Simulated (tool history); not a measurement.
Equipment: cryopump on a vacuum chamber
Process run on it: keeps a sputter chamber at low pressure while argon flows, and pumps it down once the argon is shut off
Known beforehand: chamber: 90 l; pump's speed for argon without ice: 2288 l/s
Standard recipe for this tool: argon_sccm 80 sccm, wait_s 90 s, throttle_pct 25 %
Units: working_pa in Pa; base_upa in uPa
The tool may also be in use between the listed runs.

Run 1, day 0: usual settings. Result: working_pa 0.2528 Pa, base_upa 0.71 uPa.
Run 2, day 1.296: usual settings. Result: working_pa 0.2499 Pa, base_upa 0.76 uPa.
Run 3, day 2.183: usual settings but wait_s 113 s. Result: working_pa 0.2528 Pa, base_upa 0.67 uPa.
Run 4, day 3.667: usual settings. Result: working_pa 0.2539 Pa, base_upa 0.82 uPa.
Run 5, day 4.654: usual settings. Result: working_pa 0.254 Pa, base_upa 0.8 uPa.
Run 6, day 5.804: usual settings but argon_sccm 109 sccm, wait_s 33 s. Result: working_pa 0.3468 Pa, base_upa 1.76 uPa.
At day 6.379: pump warmed up, emptied and cooled again.
Run 7, day 6.912: usual settings but argon_sccm 109 sccm, wait_s 33 s. Result: working_pa 0.3257 Pa, base_upa 1.64 uPa.
Run 8, day 8.038: usual settings but wait_s 92 s, throttle_pct 50 %. Result: working_pa 0.1202 Pa, base_upa 0.77 uPa.
Run 9, day 9.154: usual settings but wait_s 92 s, throttle_pct 50 %. Result: working_pa 0.1203 Pa, base_upa 0.77 uPa.
Run 10, day 10.288: usual settings but argon_sccm 72 sccm, wait_s 65 s, throttle_pct 59 %. Result: working_pa 0.093 Pa, base_upa 0.93 uPa.

5 ways to go on from here, each from the tool as it stands after run 10. What would each give?
Run A, day 11.158: usual settings but argon_sccm 43 sccm, wait_s 26 s, throttle_pct 20 %. Result: working_pa ?, base_upa ?.
Run B, day 11.158: usual settings but argon_sccm 112 sccm, wait_s 65 s, throttle_pct 59 %. Result: working_pa ?, base_upa ?.
Run C, day 11.158: usual settings but throttle_pct 27 %. Result: working_pa ?, base_upa ?.
Run D, day 11.158: usual settings but wait_s 99 s. Result: working_pa ?, base_upa ?.
Run E, day 11.158: usual settings but throttle_pct 40 %. Result: working_pa ?, base_upa ?.

run  working_pa  base_upa
  A      0.1625      2.13
  B      0.1433      1.02
  C      0.2221      0.82
  D        0.24      0.76
  E      0.1493      0.83
Without the tool's hidden state the same runs would have given:
run  working_pa  base_upa
  A       0.161      1.97
  B      0.1396      0.86
  C      0.2195      0.66
  D      0.2374       0.6
  E      0.1466      0.67
